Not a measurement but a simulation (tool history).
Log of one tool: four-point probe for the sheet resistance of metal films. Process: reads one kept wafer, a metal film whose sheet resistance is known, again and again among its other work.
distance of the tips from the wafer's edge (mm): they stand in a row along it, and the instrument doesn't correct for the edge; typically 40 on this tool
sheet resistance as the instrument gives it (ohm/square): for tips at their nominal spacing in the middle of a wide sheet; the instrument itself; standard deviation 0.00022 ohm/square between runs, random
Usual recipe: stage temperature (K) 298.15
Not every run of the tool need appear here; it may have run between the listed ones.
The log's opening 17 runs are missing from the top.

run    hour  stage temperature (K)  distance of the tips from the wafer's edge (mm)  touches since the probe head was changed  hours of work since the stage's thermometer was calibrated  sheet resistance as the instrument gives it (ohm/square)
 18   500.8                 298.15                                               40                                     20284                                                         281                                                  1.085576
 19   533.1                 298.15                                               40                                     21021                                                         306                                                  1.086059
 20   551.5                 298.15                                               40                                     21439                                                         320                                                   1.08531
 21   589.9                 297.15                                               19                                     22314                                                         349                                                  1.087059
 22   634.3                 307.15                                               15                                     23326                                                         382                                                  1.079731
 23   658.1                 307.15                                               24                                     23868                                                         400                                                  1.078703
 24   682.2                 307.15                                               24                                     24417                                                         419                                                  1.079537
 25     701                 300.15                                               40                                     24846                                                         433                                                  1.084637
 26   722.4                 300.15                                               40                                     25334                                                         449                                                  1.084551
 27   761.3                 300.15                                               40                                     26220                                                         478                                                  1.084715
 28   784.5                 298.15                                                7                                     26748                                                         496                                                  1.089287
 29     819                 298.15                                                7                                     27534                                                         522                                                  1.089365
 30   855.9                 293.15                                                3                                     28376                                                         550                                                  1.107082
 31   880.6                 297.15                                                6                                     28940                                                         569                                                  1.092162
 32   901.6                 297.15                                                6                                     29418                                                         584                                                  1.092085
 33   927.1                 297.15                                               50                                     29999                                                         604                                                   1.08779
 34     961                 304.15                                               40                                     30771                                                         629                                                  1.082132
 35   985.8                 304.15                                               40                                     31337                                                         648                                                  1.082586
 36  1021.2                 298.15                                               15                                     32143                                                         675                                                  1.088033
 37  1039.2                 305.15                                               40                                     32554                                                         688                                                  1.081788
 38  1080.2                 293.15                                               55                                     33488                                                         719                                                  1.091871
 39  1114.4                 293.15                                               55                                     34267                                                         745                                                  1.092107

Each row is a separate what-if for the run after 39, all from the same tool condition, not one after another. Results?
  A  1153.3                 301.15                                               10                                     35155                                                         775                                                         ?
  B  1153.3                 293.15                                               48                                     35155                                                         775                                                         ?
  C  1153.3                 301.15                                               47                                     35155                                                         775                                                         ?

run  sheet resistance as the instrument gives it (ohm/square)
  A                                                  1.086768
  B                                                  1.091914
  C                                                  1.085358
Without the tool's unlogged condition, the same runs would have read:
run  sheet resistance as the instrument gives it (ohm/square)
  A                                                  1.080421
  B                                                  1.085527
  C                                                  1.079019
